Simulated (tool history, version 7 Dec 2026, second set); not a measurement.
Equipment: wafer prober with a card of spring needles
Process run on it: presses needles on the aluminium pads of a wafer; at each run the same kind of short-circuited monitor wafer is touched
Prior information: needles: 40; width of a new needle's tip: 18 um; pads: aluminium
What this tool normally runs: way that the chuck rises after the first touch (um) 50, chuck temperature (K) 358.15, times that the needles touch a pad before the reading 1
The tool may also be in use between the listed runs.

run   hour  way that the chuck rises after the first touch (um)  chuck temperature (K)  times that the needles touch a pad before the reading  resistance of one needle with its contact and lead (mohm)  way that a needle slides on the pad (um)
  1    0.0                                                   50                 358.15                                                      1                                                        150                                     12.11
  2    9.9                                                   50                 358.15                                                      2                                                        151                                     12.05
  3   15.6                                                   50                 358.15                                                      2                                                        149                                     12.08
  4   25.1                                                   50                 358.15                                                      1                                                        153                                     12.12
  5   34.3                                                   50                 358.15                                                      1                                                        149                                     12.09
  6   39.5                                                   50                 358.15                                                      1                                                        151                                     12.10
  7   50.5                                                   50                 358.15                                                      1                                                        151                                     12.07
  8   60.7                                                   50                 358.15                                                      1                                                        149                                     12.05
  9   69.1                                                   32                 358.15                                                      1                                                        166                                      7.70
 10   77.2                                                   50                 358.15                                                      1                                                        154                                     12.02
 11   87.3                                                   50                 354.15                                                      1                                                        150                                     12.07
 12   97.2                                                   50                 302.15                                                      1                                                        141                                     12.12
 13  104.6                                                   50                 302.15                                                      1                                                        136                                     12.07
 14  110.4                                                   50                 358.15                                                      2                                                        150                                     12.02
 15  119.3                                                   50                 358.15                                                      2                                                        150                                     12.04
 16  124.0                                                   50                 358.15                                                      1                                                        151                                     12.11
 17  129.9                                                   50                 358.15                                                      1                                                        151                                     12.06
 18  136.1                                                   50                 358.15                                                      1                                                        150                                     12.06
 19  142.2                                                   51                 353.15                                                      1                                                        150                                     12.32
 20  148.9                                                   50                 309.15                                                      2                                                        139                                     12.08
 21  157.7                                                   50                 391.15                                                      2                                                        155                                     12.06
 22  162.4                                                   50                 382.15                                                      2                                                        157                                     12.07
 23  169.7                                                   50                 385.15                                                      2                                                        156                                     12.08
 24  176.7                                                   67                 303.15                                                      1                                                        133                                     16.21
 25  186.3                                                   38                 358.15                                                      2                                                        159                                      9.18
 26  196.1                                                   47                 358.15                                                      1                                                        152                                     11.38
 27  205.0                                                   43                 386.15                                                      2                                                        160                                     10.36
 28  212.6                                                   50                 397.15                                                      1                                                        160                                     12.07
 29  219.4                                                   63                 352.15                                                      1                                                        142                                     15.25
 30  229.8                                                   34                 358.15                                                      1                                                        167                                      8.23
 31  238.2                                                   63                 328.15                                                      2                                                        139                                     15.21
 32  248.2                                                   63                 328.15                                                      2                                                        141                                     15.23
 33  254.0                                                   63                 328.15                                                      2                                                        139                                     15.23
 34  262.5                                                   63                 328.15                                                      2                                                        140                                     15.19

The log once held 15 entries between its listed runs, left out of this copy. Where does each go, and what is different about the tool's unlogged condition between the listed run before it and the listed run after it?
In the gap between runs 1 and 2: tips cleaned on abrasive film (hour 8.6)
  debris on the tips, nm: 0.6 -> 0.2
In the gap between runs 4 and 5: tips cleaned on abrasive film (hour 25.9)
  debris on the tips, nm: 0.7 -> 0.6
In the gap between runs 6 and 7: tips cleaned on abrasive film (hour 43.7)
  debris on the tips, nm: 0.7 -> 0.5
In the gap between runs 7 and 8: tips cleaned on abrasive film (hour 60.7)
  debris on the tips, nm: 0.5 -> 0.1
In the gap between runs 10 and 11: tips cleaned on abrasive film (hour 78.0)
  debris on the tips, nm: 0.8 -> 0.6
In the gap between runs 11 and 12: tips cleaned on abrasive film (hour 95.4)
  debris on the tips, nm: 0.6 -> 0.2
In the gap between runs 14 and 15: tips cleaned on abrasive film (hour 112.4)
  debris on the tips, nm: 0.7 -> 0.5
In the gap between runs 16 and 17: tips cleaned on abrasive film (hour 129.9)
  debris on the tips, nm: 0.7 -> 0.1; tips' diameter, um: 18 -> 18.01
In the gap between runs 19 and 20: tips cleaned on abrasive film (hour 146.9)
  debris on the tips, nm: 0.7 -> 0.3; way that the needles fall short of the set height, um: 0 -> 0.01
In the gap between runs 22 and 23: tips cleaned on abrasive film (hour 164.5)
  debris on the tips, nm: 0.7 -> 0.4
In the gap between runs 24 and 25: tips cleaned on abrasive film (hour 181.5)
  debris on the tips, nm: 0.7 -> 0.4
In the gap between runs 26 and 27: tips cleaned on abrasive film (hour 198.8)
  debris on the tips, nm: 0.7 -> 0.5
In the gap between runs 28 and 29: tips cleaned on abrasive film (hour 216.2)
  debris on the tips, nm: 0.7 -> 0.3
In the gap between runs 30 and 31: tips cleaned on abrasive film (hour 233.4)
  debris on the tips, nm: 0.7 -> 0.4
In the gap between runs 32 and 33: tips cleaned on abrasive film (hour 250.7)
  debris on the tips, nm: 0.7 -> 0.4
